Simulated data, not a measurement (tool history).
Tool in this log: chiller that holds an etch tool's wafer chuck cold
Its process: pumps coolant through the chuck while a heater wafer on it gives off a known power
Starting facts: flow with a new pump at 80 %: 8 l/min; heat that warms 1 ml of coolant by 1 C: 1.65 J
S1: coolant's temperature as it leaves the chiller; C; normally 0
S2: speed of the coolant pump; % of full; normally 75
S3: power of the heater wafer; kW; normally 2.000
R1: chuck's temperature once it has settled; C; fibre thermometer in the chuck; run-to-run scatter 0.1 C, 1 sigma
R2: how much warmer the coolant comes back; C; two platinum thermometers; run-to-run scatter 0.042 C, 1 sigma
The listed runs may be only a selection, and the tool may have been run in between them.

run	hour	S1	S2	S3	R1	R2
1	0.0	0	75	2.000	19.6	10.89
2	176.7	0	75	2.000	19.7	10.89
3	276.2	0	75	2.000	19.7	10.93
4	440.8	0	75	2.000	19.5	10.97
5	534.5	0	75	2.000	19.7	10.97
6	671.1	0	75	2.000	19.8	11.02
7	822.6	0	75	2.000	19.8	10.99
8	1000.4	0	75	1.749	17.3	9.71
9	1111.8	0	75	1.749	17.5	9.68
# hour 1173.4: coolant changed, channels flushed
10	1213.0	0	75	2.000	17.8	11.05
11	1328.9	0	75	2.000	18.0	11.11
12	1437.7	0	75	2.000	18.0	11.17
13	1627.8	0	75	2.000	18.2	11.20
14	1724.9	0	75	2.000	18.1	11.16
15	1894.5	-9	75	1.331	2.9	7.50
16	2031.9	-5	89	1.235	4.8	5.83
# hour 2058.9: chiller's thermometer calibrated
17	2131.4	0	60	2.000	22.1	14.13
18	2240.1	10	75	2.000	28.5	11.36

For run 19, what comes out?
19	2421.3	-7	61	1.649	?	?

{"run 19": {"R1": 11.0, "R2": 11.56}}
With the hidden condition absent and the run-to-run variation left alone, this run would have shown R1 9.0 C, R2 9.94 C.

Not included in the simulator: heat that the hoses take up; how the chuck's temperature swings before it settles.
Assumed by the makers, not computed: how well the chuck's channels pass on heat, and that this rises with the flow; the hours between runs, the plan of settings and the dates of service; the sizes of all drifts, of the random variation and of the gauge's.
